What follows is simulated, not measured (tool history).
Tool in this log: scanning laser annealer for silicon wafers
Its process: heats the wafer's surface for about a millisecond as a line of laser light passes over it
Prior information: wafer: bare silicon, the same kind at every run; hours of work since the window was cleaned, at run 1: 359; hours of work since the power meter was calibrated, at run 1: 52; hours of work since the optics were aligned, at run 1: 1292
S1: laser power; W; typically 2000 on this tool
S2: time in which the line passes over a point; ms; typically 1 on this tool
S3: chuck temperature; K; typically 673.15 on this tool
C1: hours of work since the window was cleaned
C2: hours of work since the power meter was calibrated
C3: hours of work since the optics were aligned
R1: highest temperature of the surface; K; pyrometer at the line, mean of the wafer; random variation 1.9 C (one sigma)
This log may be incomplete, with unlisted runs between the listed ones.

| run | day | S1 | S2 | S3 | C1 | C2 | C3 | R1 |
|---|---|---|---|---|---|---|---|---|
| 1 | 0 | 2000 | 1 | 673.15 | 359 | 52 | 1292 | 1490.15 |
| 2 | 0.425 | 2000 | 1 | 707.15 | 363 | 56 | 1297 | 1526.15 |
| 3 | 0.721 | 2000 | 1 | 707.15 | 366 | 59 | 1299 | 1529.15 |
| 4 | 0.996 | 2000 | 1 | 682.15 | 368 | 61 | 1302 | 1503.15 |
| 5 | 1.233 | 2000 | 0.96 | 682.15 | 371 | 64 | 1304 | 1483.15 |
| 6 | 1.508 | 2000 | 1 | 673.15 | 373 | 66 | 1307 | 1490.15 |
| 7 | 2 | 1994 | 1 | 697.15 | 378 | 71 | 1312 | 1510.15 |
| 8 | 2.279 | 1753 | 1 | 697.15 | 381 | 74 | 1315 | 1384.15 |
| 9 | 2.675 | 1807 | 1 | 679.15 | 385 | 78 | 1319 | 1397.15 |
| 10 | 3.158 | 2000 | 0.74 | 673.15 | 390 | 83 | 1323 | 1373.15 |
| 11 | 3.412 | 1878 | 1.07 | 673.15 | 392 | 85 | 1326 | 1451.15 |
| 12 | 3.883 | 1878 | 1.07 | 673.15 | 397 | 90 | 1331 | 1454.15 |

Consider 3 possible next runs. They are alternatives, not a sequence: every one starts from the tool as it was left by run 12. What does each give?
| A | 4.262 | 1962 | 1.17 | 673.15 | 401 | 94 | 1334 | ? |
| B | 4.262 | 2000 | 0.74 | 673.15 | 401 | 94 | 1334 | ? |
| C | 4.262 | 1736 | 1.07 | 638.15 | 401 | 94 | 1334 | ? |

| run | R1 |
|---|---|
| A | 1541.15 |
| B | 1371.15 |
| C | 1342.15 |
Without the tool's unlogged condition, the same runs would have read:
| run | R1 |
|---|---|
| A | 1542.15 |
| B | 1372.15 |
| C | 1342.15 |
